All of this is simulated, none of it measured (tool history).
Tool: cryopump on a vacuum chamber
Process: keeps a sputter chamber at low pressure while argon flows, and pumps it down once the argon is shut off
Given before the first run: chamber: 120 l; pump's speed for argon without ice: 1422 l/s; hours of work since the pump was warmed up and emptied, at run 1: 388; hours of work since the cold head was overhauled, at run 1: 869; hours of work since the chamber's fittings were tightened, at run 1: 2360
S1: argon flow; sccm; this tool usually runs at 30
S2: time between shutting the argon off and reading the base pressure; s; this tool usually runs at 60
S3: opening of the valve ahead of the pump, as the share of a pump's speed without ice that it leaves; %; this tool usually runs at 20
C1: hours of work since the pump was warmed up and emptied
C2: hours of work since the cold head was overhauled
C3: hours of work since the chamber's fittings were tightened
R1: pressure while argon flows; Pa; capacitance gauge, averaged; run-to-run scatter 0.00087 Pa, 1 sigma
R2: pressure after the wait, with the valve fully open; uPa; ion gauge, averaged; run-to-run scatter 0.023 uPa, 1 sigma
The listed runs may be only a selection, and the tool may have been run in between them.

{"run": 1, "hour": 0.0, "S1": 30, "S2": 60, "S3": 20, "C1": 388, "C2": 869, "C3": 2360, "R1": 0.186, "R2": 1.84}
{"run": 2, "hour": 38.2, "S1": 30, "S2": 60, "S3": 20, "C1": 421, "C2": 903, "C3": 2394, "R1": 0.1875, "R2": 1.96}
{"run": 3, "hour": 68.8, "S1": 47, "S2": 60, "S3": 20, "C1": 448, "C2": 930, "C3": 2420, "R1": 0.2961, "R2": 1.97}
{"hour": 95.9, "done": "pump warmed up, emptied and cooled again"}
{"run": 4, "hour": 101.6, "S1": 38, "S2": 60, "S3": 20, "C1": 5, "C2": 954, "C3": 2445, "R1": 0.227, "R2": 1.67}
{"run": 5, "hour": 139.1, "S1": 38, "S2": 60, "S3": 20, "C1": 38, "C2": 987, "C3": 2478, "R1": 0.2274, "R2": 1.7}
{"run": 6, "hour": 175.0, "S1": 38, "S2": 60, "S3": 20, "C1": 69, "C2": 1018, "C3": 2509, "R1": 0.2286, "R2": 1.76}
{"run": 7, "hour": 210.1, "S1": 30, "S2": 60, "S3": 20, "C1": 100, "C2": 1049, "C3": 2540, "R1": 0.1808, "R2": 1.83}
{"run": 8, "hour": 243.0, "S1": 30, "S2": 60, "S3": 20, "C1": 129, "C2": 1078, "C3": 2569, "R1": 0.1811, "R2": 1.72}
{"run": 9, "hour": 277.7, "S1": 30, "S2": 60, "S3": 20, "C1": 159, "C2": 1108, "C3": 2599, "R1": 0.1822, "R2": 1.86}
{"run": 10, "hour": 309.7, "S1": 30, "S2": 60, "S3": 28, "C1": 187, "C2": 1136, "C3": 2627, "R1": 0.1334, "R2": 1.85}
{"run": 11, "hour": 333.6, "S1": 30, "S2": 60, "S3": 20, "C1": 208, "C2": 1157, "C3": 2648, "R1": 0.183, "R2": 1.86}
{"run": 12, "hour": 371.9, "S1": 18, "S2": 60, "S3": 20, "C1": 242, "C2": 1191, "C3": 2682, "R1": 0.1105, "R2": 1.91}
{"run": 13, "hour": 404.5, "S1": 44, "S2": 60, "S3": 20, "C1": 271, "C2": 1220, "C3": 2710, "R1": 0.2746, "R2": 1.94}
{"run": 14, "hour": 426.4, "S1": 30, "S2": 60, "S3": 20, "C1": 290, "C2": 1239, "C3": 2730, "R1": 0.1852, "R2": 1.97}
{"run": 15, "hour": 451.7, "S1": 30, "S2": 60, "S3": 20, "C1": 312, "C2": 1261, "C3": 2752, "R1": 0.186, "R2": 1.94}
{"run": 16, "hour": 471.6, "S1": 36, "S2": 60, "S3": 20, "C1": 329, "C2": 1278, "C3": 2769, "R1": 0.2233, "R2": 1.98}
{"run": 17, "hour": 508.0, "S1": 36, "S2": 60, "S3": 20, "C1": 361, "C2": 1310, "C3": 2801, "R1": 0.2241, "R2": 2.06}
{"run": 18, "hour": 533.4, "S1": 21, "S2": 115, "S3": 25, "C1": 384, "C2": 1333, "C3": 2823, "R1": 0.1057, "R2": 1.77}
{"run": 19, "hour": 567.4, "S1": 15, "S2": 24, "S3": 20, "C1": 413, "C2": 1362, "C3": 2853, "R1": 0.0931, "R2": 2.98}
{"run": 20, "hour": 596.2, "S1": 15, "S2": 24, "S3": 20, "C1": 439, "C2": 1388, "C3": 2878, "R1": 0.0947, "R2": 3.19}
{"hour": 634.8, "done": "pump warmed up, emptied and cooled again"}
{"run": 21, "hour": 637.7, "S1": 15, "S2": 24, "S3": 20, "C1": 3, "C2": 1420, "C3": 2911, "R1": 0.0898, "R2": 2.64}
{"run": 22, "hour": 660.6, "S1": 30, "S2": 60, "S3": 28, "C1": 23, "C2": 1440, "C3": 2931, "R1": 0.1283, "R2": 1.87}
{"run": 23, "hour": 696.2, "S1": 30, "S2": 87, "S3": 28, "C1": 54, "C2": 1471, "C3": 2962, "R1": 0.129, "R2": 1.69}
{"run": 24, "hour": 717.0, "S1": 13, "S2": 98, "S3": 22, "C1": 72, "C2": 1489, "C3": 2980, "R1": 0.071, "R2": 1.69}
{"run": 25, "hour": 746.1, "S1": 43, "S2": 60, "S3": 56, "C1": 98, "C2": 1515, "C3": 3006, "R1": 0.0944, "R2": 1.97}
{"run": 26, "hour": 776.4, "S1": 42, "S2": 102, "S3": 35, "C1": 124, "C2": 1541, "C3": 3032, "R1": 0.1477, "R2": 1.68}
{"run": 27, "hour": 798.9, "S1": 42, "S2": 128, "S3": 17, "C1": 144, "C2": 1561, "C3": 3052, "R1": 0.2995, "R2": 1.65}
{"run": 28, "hour": 827.0, "S1": 38, "S2": 128, "S3": 17, "C1": 169, "C2": 1586, "C3": 3076, "R1": 0.271, "R2": 1.76}
{"run": 29, "hour": 864.7, "S1": 38, "S2": 128, "S3": 17, "C1": 202, "C2": 1619, "C3": 3110, "R1": 0.2715, "R2": 1.73}
{"run": 30, "hour": 901.1, "S1": 30, "S2": 265, "S3": 22, "C1": 234, "C2": 1651, "C3": 3141, "R1": 0.1676, "R2": 1.63}
{"run": 31, "hour": 917.3, "S1": 14, "S2": 150, "S3": 20, "C1": 248, "C2": 1665, "C3": 3156, "R1": 0.0863, "R2": 1.71}
{"run": 32, "hour": 942.7, "S1": 20, "S2": 76, "S3": 20, "C1": 270, "C2": 1687, "C3": 3178, "R1": 0.1226, "R2": 2.03}
{"run": 33, "hour": 969.3, "S1": 20, "S2": 76, "S3": 20, "C1": 293, "C2": 1710, "C3": 3201, "R1": 0.123, "R2": 2.04}

Run 34 comes next. What will it give?
{"run": 34, "hour": 985.6, "S1": 12, "S2": 42, "S3": 27, "C1": 308, "C2": 1725, "C3": 3216, "R1": "?", "R2": "?"}

R1: 0.0549 Pa
R2: 2.38 uPa
With no hidden state in the tool, this same run would have given R1 0.0521 Pa, R2 1.02 uPa.
